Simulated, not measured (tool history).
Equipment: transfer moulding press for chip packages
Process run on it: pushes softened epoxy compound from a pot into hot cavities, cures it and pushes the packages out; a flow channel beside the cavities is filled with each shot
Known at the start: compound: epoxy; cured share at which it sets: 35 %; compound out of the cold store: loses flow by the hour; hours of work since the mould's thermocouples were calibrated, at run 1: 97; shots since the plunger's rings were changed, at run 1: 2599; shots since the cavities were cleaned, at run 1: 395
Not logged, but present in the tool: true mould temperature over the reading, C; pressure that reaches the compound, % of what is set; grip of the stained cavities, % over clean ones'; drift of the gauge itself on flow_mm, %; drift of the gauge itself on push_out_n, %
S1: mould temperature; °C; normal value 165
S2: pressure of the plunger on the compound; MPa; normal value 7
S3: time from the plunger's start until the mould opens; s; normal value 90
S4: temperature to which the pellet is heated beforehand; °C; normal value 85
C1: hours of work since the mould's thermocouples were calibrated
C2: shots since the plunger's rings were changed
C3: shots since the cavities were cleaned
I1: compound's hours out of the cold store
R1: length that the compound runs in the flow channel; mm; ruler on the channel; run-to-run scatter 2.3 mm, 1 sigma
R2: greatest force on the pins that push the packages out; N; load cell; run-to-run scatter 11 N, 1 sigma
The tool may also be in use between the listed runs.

Run 1, hour 0: usual settings; C1 97; C2 2599; C3 395; I1 23.9. Result: R1 952 mm, R2 715 N.
Run 2, hour 8.3: usual settings; C1 103; C2 2729; C3 525; I1 27.8. Result: R1 936 mm, R2 732 N.
Run 3, hour 18.9: usual settings; C1 111; C2 2897; C3 693; I1 26.7. Result: R1 931 mm, R2 789 N.
Run 4, hour 27.7: usual settings; C1 117; C2 3035; C3 831; I1 33.3. Result: R1 904 mm, R2 788 N.
At hour 33.8: cavities cleaned with cleaning compound and waxed.
Run 5, hour 35.2: usual settings; C1 122; C2 3130; C3 23; I1 25.6. Result: R1 939 mm, R2 494 N.
Run 6, hour 40.4: usual settings; C1 126; C2 3212; C3 105; I1 31.4. Result: R1 916 mm, R2 545 N.
Run 7, hour 53: usual settings; C1 135; C2 3409; C3 302; I1 33.6. Result: R1 899 mm, R2 665 N.
At hour 62.9: plunger's sealing rings changed.
Run 8, hour 65.6: usual settings; C1 143; C2 43; C3 462; I1 46.2. Result: R1 878 mm, R2 668 N.
Run 9, hour 72.6: usual settings; C1 148; C2 152; C3 571; I1 9.4. Result: R1 1047 mm, R2 770 N.
Run 10, hour 81: usual settings; C1 154; C2 285; C3 704; I1 23.3. Result: R1 974 mm, R2 752 N.
At hour 95.1: cavities cleaned with cleaning compound and waxed.
Run 11, hour 95.3: usual settings but S4 95 °C; C1 164; C2 486; C3 3; I1 46.5. Result: R1 868 mm, R2 469 N.
Run 12, hour 107.1: usual settings but S4 95 °C; C1 172; C2 671; C3 188; I1 44.8. Result: R1 875 mm, R2 525 N.
Run 13, hour 115.9: usual settings but S4 95 °C; C1 179; C2 811; C3 328; I1 15.6. Result: R1 1004 mm, R2 650 N.
Run 14, hour 122: usual settings but S4 95 °C; C1 183; C2 906; C3 423; I1 33.8. Result: R1 919 mm, R2 627 N.
Run 15, hour 129.1: usual settings but S4 95 °C; C1 189; C2 1018; C3 535; I1 23.1. Result: R1 967 mm, R2 715 N.
Run 16, hour 135.3: usual settings but S1 162 °C, S2 6.49 MPa, S3 71 s, S4 91 °C; C1 193; C2 1116; C3 633; I1 13.5. Result: R1 984 mm, R2 1578 N.
Run 17, hour 142.5: usual settings but S3 117 s; C1 198; C2 1229; C3 746; I1 43.9. Result: R1 876 mm, R2 575 N.
At hour 145.2: mould's thermocouples calibrated.
At hour 155.9: cavities cleaned with cleaning compound and waxed.
Run 18, hour 158.2: usual settings but S2 6.59 MPa, S3 104 s; C1 8; C2 1420; C3 36; I1 32.9. Result: R1 890 mm, R2 399 N.
Run 19, hour 170.5: usual settings but S3 95 s; C1 18; C2 1614; C3 230; I1 27.9. Result: R1 940 mm, R2 550 N.
Run 20, hour 177: usual settings but S1 164 °C, S3 77 s; C1 22; C2 1717; C3 333; I1 14.7. Result: R1 1005 mm, R2 1055 N.
Run 21, hour 184.7: usual settings but S2 8.39 MPa, S3 70 s; C1 28; C2 1838; C3 454; I1 12.9. Result: R1 1110 mm, R2 1250 N.
Run 22, hour 193.3: usual settings but S1 161 °C, S2 5.63 MPa, S4 83 °C; C1 35; C2 1974; C3 590; I1 41.5. Result: R1 793 mm, R2 933 N.
Run 23, hour 199.2: usual settings but S3 120 s; C1 39; C2 2066; C3 682; I1 23.3. Result: R1 956 mm, R2 551 N.
Run 24, hour 211.6: usual settings but S1 160 °C, S3 120 s; C1 48; C2 2262; C3 878; I1 14. Result: R1 1021 mm, R2 680 N.
At hour 214.5: cavities cleaned with cleaning compound and waxed.
At hour 217.6: mould's thermocouples calibrated, once more.
Run 25, hour 224.1: usual settings but S1 170 °C, S2 8.24 MPa, S3 112 s; C1 5; C2 2404; C3 121; I1 18.1. Result: R1 1047 mm, R2 389 N.
Run 26, hour 232.3: usual settings but S1 170 °C, S2 8.24 MPa, S3 112 s; C1 11; C2 2532; C3 249; I1 35.8. Result: R1 961 mm, R2 459 N.
Run 27, hour 238.6: usual settings but S1 170 °C, S2 8.24 MPa, S3 112 s; C1 16; C2 2632; C3 349; I1 21.1. Result: R1 1030 mm, R2 501 N.
Run 28, hour 247.9: usual settings but S1 171 °C, S2 6.97 MPa, S3 95 s; C1 22; C2 2778; C3 495; I1 20.3. Result: R1 944 mm, R2 575 N.

Predict each of these 4 candidate next runs independently; none follows another, all start after run 28:
Run A, hour 255.1: usual settings but S1 161 °C, S2 8.01 MPa, S3 95 s; C1 28; C2 2891; C3 608; I1 25.7. Result: R1 ?, R2 ?.
Run B, hour 255.1: usual settings but S1 168 °C, S3 89 s, S4 80 °C; C1 28; C2 2891; C3 608; I1 17.1. Result: R1 ?, R2 ?.
Run C, hour 255.1: usual settings but S4 92 °C; C1 28; C2 2891; C3 608; I1 11.5. Result: R1 ?, R2 ?.
Run D, hour 255.1: usual settings but S1 169 °C, S2 7.55 MPa, S3 120 s; C1 28; C2 2891; C3 608; I1 29.6. Result: R1 ?, R2 ?.

run    R1   R2
  A  1013  852
  B   972  667
  C  1012  774
  D   944  544
Without the tool's unlogged condition, the same runs would have read:
run    R1   R2
  A  1050  521
  B  1007  409
  C  1049  473
  D   979  334
